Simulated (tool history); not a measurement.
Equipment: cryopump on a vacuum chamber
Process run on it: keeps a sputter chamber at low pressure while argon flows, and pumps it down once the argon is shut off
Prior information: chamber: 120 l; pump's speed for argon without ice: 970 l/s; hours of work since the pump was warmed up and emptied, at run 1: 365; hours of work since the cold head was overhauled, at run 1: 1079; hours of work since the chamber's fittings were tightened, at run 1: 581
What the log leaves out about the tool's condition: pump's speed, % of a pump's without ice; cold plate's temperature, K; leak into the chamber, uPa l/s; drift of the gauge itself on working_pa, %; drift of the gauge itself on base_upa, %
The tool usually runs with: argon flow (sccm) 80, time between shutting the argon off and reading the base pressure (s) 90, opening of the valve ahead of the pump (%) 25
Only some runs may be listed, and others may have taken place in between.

| run | day | argon flow (sccm) | time between shutting the argon off and reading the base pressure (s) | opening of the valve ahead of the pump (%) | hours of work since the pump was warmed up and emptied | hours of work since the cold head was overhauled | hours of work since the chamber's fittings were tightened | pressure while argon flows (Pa) | pressure after the wait (uPa) |
|---|---|---|---|---|---|---|---|---|---|
| 1 | 0 | 80 | 90 | 25 | 365 | 1079 | 581 | 0.5908 | 2.03 |
| 2 | 1.938 | 80 | 90 | 25 | 394 | 1107 | 609 | 0.5943 | 2.08 |
| 3 | 3.371 | 80 | 90 | 25 | 415 | 1128 | 630 | 0.5993 | 2.19 |
| 4 | 4.771 | 80 | 90 | 25 | 435 | 1149 | 651 | 0.599 | 2.25 |
| 5 | 6.729 | 80 | 90 | 25 | 464 | 1178 | 680 | 0.5988 | 2.3 |
| 6 | 8.221 | 80 | 90 | 25 | 486 | 1200 | 702 | 0.6054 | 2.36 |
| 7 | 9.688 | 80 | 90 | 25 | 508 | 1221 | 723 | 0.606 | 2.39 |
| 8 | 11.071 | 80 | 90 | 25 | 528 | 1241 | 744 | 0.6097 | 2.44 |
| 9 | 13.075 | 80 | 90 | 25 | 558 | 1271 | 773 | 0.6071 | 2.55 |
| 10 | 14.654 | 80 | 90 | 25 | 581 | 1294 | 796 | 0.6123 | 2.71 |
| 11 | 16.333 | 80 | 90 | 25 | 606 | 1319 | 821 | 0.6211 | 2.75 |
| 12 | 17.288 | 45 | 90 | 25 | 620 | 1333 | 835 | 0.3494 | 2.83 |
| 13 | 18.696 | 45 | 90 | 25 | 640 | 1354 | 856 | 0.3534 | 2.97 |
| 14 | 20.017 | 76 | 90 | 25 | 660 | 1373 | 875 | 0.5976 | 2.93 |
|  | 20.933 | pump warmed up, emptied and cooled again |
| 15 | 22.021 | 61 | 90 | 25 | 16 | 1400 | 902 | 0.4268 | 2.27 |
| 16 | 23.096 | 61 | 147 | 42 | 32 | 1415 | 917 | 0.2555 | 2.08 |
| 17 | 25.05 | 61 | 147 | 42 | 61 | 1444 | 946 | 0.2569 | 2.1 |

Run 18 is up next; what results do you expect?
| 18 | 26.067 | 91 | 244 | 38 | 76 | 1459 | 961 | ? | ? |

{"run 18": {"pressure while argon flows (Pa)": 0.427, "pressure after the wait (uPa)": 2.04}}
On a tool with no hidden condition, and with the same random variation, this run would have come out at pressure while argon flows (Pa) 0.4186, pressure after the wait (uPa) 0.51.

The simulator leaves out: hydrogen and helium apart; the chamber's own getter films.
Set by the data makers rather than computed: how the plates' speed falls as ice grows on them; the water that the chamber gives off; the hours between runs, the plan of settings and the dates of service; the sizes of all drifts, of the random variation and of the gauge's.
